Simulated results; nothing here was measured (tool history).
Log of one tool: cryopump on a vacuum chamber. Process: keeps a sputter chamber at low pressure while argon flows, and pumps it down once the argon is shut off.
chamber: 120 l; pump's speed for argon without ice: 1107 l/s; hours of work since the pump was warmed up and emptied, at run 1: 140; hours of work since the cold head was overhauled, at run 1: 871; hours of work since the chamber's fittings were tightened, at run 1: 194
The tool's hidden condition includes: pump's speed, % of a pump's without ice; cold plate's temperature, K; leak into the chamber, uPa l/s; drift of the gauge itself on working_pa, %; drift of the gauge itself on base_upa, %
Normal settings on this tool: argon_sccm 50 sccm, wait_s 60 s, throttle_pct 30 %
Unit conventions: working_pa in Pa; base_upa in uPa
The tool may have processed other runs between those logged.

| run | hour | argon_sccm | wait_s | throttle_pct | hours of work since the pump was warmed up and emptied | hours of work since the cold head was overhauled | hours of work since the chamber's fittings were tightened | working_pa | base_upa |
|---|---|---|---|---|---|---|---|---|---|
| 1 | 0 | 50 | 60 | 30 | 140 | 871 | 194 | 0.2682 | 2.09 |
| 2 | 84.7 | 50 | 60 | 30 | 177 | 908 | 230 | 0.2718 | 2.16 |
| 3 | 123.9 | 50 | 60 | 30 | 194 | 925 | 248 | 0.2737 | 2.21 |
| 4 | 168.3 | 50 | 60 | 30 | 213 | 944 | 267 | 0.2754 | 2.35 |
| 5 | 228.1 | 50 | 60 | 30 | 239 | 970 | 293 | 0.2768 | 2.42 |
| 6 | 267.4 | 50 | 60 | 30 | 256 | 987 | 310 | 0.2809 | 2.45 |
| 7 | 305.2 | 50 | 32 | 30 | 272 | 1004 | 326 | 0.2849 | 3.61 |
| 8 | 368 | 50 | 49 | 30 | 300 | 1031 | 354 | 0.2864 | 2.93 |
| 9 | 426.1 | 50 | 60 | 30 | 325 | 1056 | 379 | 0.2913 | 2.78 |
|  | 481.7 | pump warmed up, emptied and cooled again |
| 10 | 501 | 50 | 60 | 30 | 8 | 1086 | 409 | 0.2564 | 2.4 |
| 11 | 586 | 50 | 44 | 30 | 45 | 1123 | 446 | 0.2608 | 2.93 |
| 12 | 661.2 | 50 | 44 | 30 | 78 | 1156 | 479 | 0.2632 | 2.95 |
| 13 | 730.6 | 50 | 187 | 30 | 108 | 1186 | 509 | 0.2648 | 1.86 |
| 14 | 780.8 | 50 | 187 | 30 | 130 | 1208 | 531 | 0.2663 | 1.97 |
| 15 | 848.5 | 50 | 187 | 30 | 159 | 1237 | 560 | 0.2702 | 2.05 |
| 16 | 905.7 | 50 | 60 | 21 | 184 | 1262 | 585 | 0.3816 | 2.94 |
| 17 | 966 | 50 | 60 | 21 | 210 | 1288 | 611 | 0.3832 | 3.1 |
| 18 | 1003 | 42 | 42 | 29 | 226 | 1304 | 627 | 0.2386 | 3.76 |
| 19 | 1061.3 | 50 | 32 | 16 | 252 | 1330 | 652 | 0.5019 | 4.43 |
| 20 | 1135.3 | 70 | 60 | 30 | 284 | 1362 | 685 | 0.3992 | 3.62 |
| 21 | 1218.9 | 70 | 60 | 30 | 320 | 1398 | 721 | 0.4074 | 3.74 |
|  | 1283.8 | pump warmed up, emptied and cooled again |
| 22 | 1293.6 | 50 | 60 | 35 | 4 | 1428 | 751 | 0.2208 | 3.03 |
| 23 | 1377.1 | 50 | 60 | 35 | 40 | 1465 | 787 | 0.2244 | 3.07 |
| 24 | 1461.5 | 50 | 60 | 35 | 77 | 1501 | 824 | 0.2285 | 3.33 |
| 25 | 1501.2 | 94 | 101 | 16 | 94 | 1519 | 841 | 0.9177 | 2.8 |
| 26 | 1573.1 | 50 | 23 | 58 | 126 | 1550 | 873 | 0.1434 | 5.41 |
| 27 | 1638.6 | 59 | 60 | 30 | 154 | 1578 | 901 | 0.3172 | 3.65 |
| 28 | 1719.6 | 59 | 60 | 30 | 189 | 1614 | 936 | 0.3189 | 3.78 |
| 29 | 1764.4 | 65 | 54 | 26 | 209 | 1633 | 956 | 0.4105 | 4.21 |
| 30 | 1821.2 | 48 | 105 | 20 | 233 | 1658 | 980 | 0.3893 | 3.52 |
| 31 | 1865.4 | 38 | 267 | 22 | 253 | 1677 | 1000 | 0.2827 | 3.27 |
| 32 | 1923.5 | 38 | 232 | 57 | 278 | 1702 | 1025 | 0.1246 | 3.53 |
| 33 | 1987.7 | 38 | 232 | 57 | 306 | 1730 | 1053 | 0.1273 | 3.8 |

Each row is a separate what-if for the run after 33, all from the same tool condition, not one after another. Results?
| A | 2073.2 | 29 | 232 | 19 | 343 | 1767 | 1090 | ? | ? |
| B | 2073.2 | 24 | 60 | 20 | 343 | 1767 | 1090 | ? | ? |
| C | 2073.2 | 50 | 47 | 30 | 343 | 1767 | 1090 | ? | ? |

| run | working_pa | base_upa |
|---|---|---|
| A | 0.2537 | 4.06 |
| B | 0.2019 | 4.8 |
| C | 0.2933 | 5.36 |
With the hidden condition removed and each run's random variation left untouched, the same runs would have given:
| run | working_pa | base_upa |
|---|---|---|
| A | 0.2309 | 0.6 |
| B | 0.1829 | 1.45 |
| C | 0.254 | 1.88 |
